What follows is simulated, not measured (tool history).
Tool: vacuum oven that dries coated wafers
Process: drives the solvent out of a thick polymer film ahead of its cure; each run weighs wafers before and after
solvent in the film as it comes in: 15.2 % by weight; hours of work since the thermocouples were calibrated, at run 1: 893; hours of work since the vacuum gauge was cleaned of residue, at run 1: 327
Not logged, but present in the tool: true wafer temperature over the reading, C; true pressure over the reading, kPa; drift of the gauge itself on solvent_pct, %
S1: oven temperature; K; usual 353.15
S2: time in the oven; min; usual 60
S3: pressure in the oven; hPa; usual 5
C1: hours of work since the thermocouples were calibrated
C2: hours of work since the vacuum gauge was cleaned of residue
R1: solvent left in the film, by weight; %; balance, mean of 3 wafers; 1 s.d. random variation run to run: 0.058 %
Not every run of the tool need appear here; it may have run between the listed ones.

run,hour,S1,S2,S3,C1,C2,R1
1,0,353.15,60,5,893,327,2.44
2,31.2,353.15,35,5,914,348,4.79
3,72.3,353.15,35,4.52,942,376,4.66
4,119.6,353.15,35,4.52,973,408,4.89
5,152.5,353.15,60,5,996,430,2.48
6,203.6,353.15,80,5,1030,464,1.53
7,234.9,353.15,60,5,1051,485,2.48
8,291.2,353.15,60,5,1089,523,2.32
9,337.6,353.15,60,5,1120,554,2.39
10,377.5,353.15,60,5,1147,581,2.36
11,424.8,353.15,60,5,1179,613,2.37
12,468,345.15,48,14.07,1208,642,5.61
13,497.5,341.15,74,5.23,1228,662,4.45
14,552.2,341.15,74,5.23,1265,699,4.49
15,610.9,353.15,80,5,1304,738,1.51
16,672.4,353.15,33,5,1345,780,4.94
17,700.9,365.15,85,3.63,1365,799,0.27
18,749.9,365.15,85,3.63,1398,832,0.21
19,792.7,343.15,74,3.21,1426,861,3.73

3 ways to go on from here, each from the tool as it stands after run 19. What would each give?
A,822.8,355.15,60,5,1447,881,?
B,822.8,347.15,60,16.96,1447,881,?
C,822.8,353.15,43,12.53,1447,881,?

run,R1
A,1.89
B,4.17
C,3.87
Stripped of hidden state, with their random variation kept, the same runs would have yielded:
run,R1
A,2.41
B,4.88
C,4.56
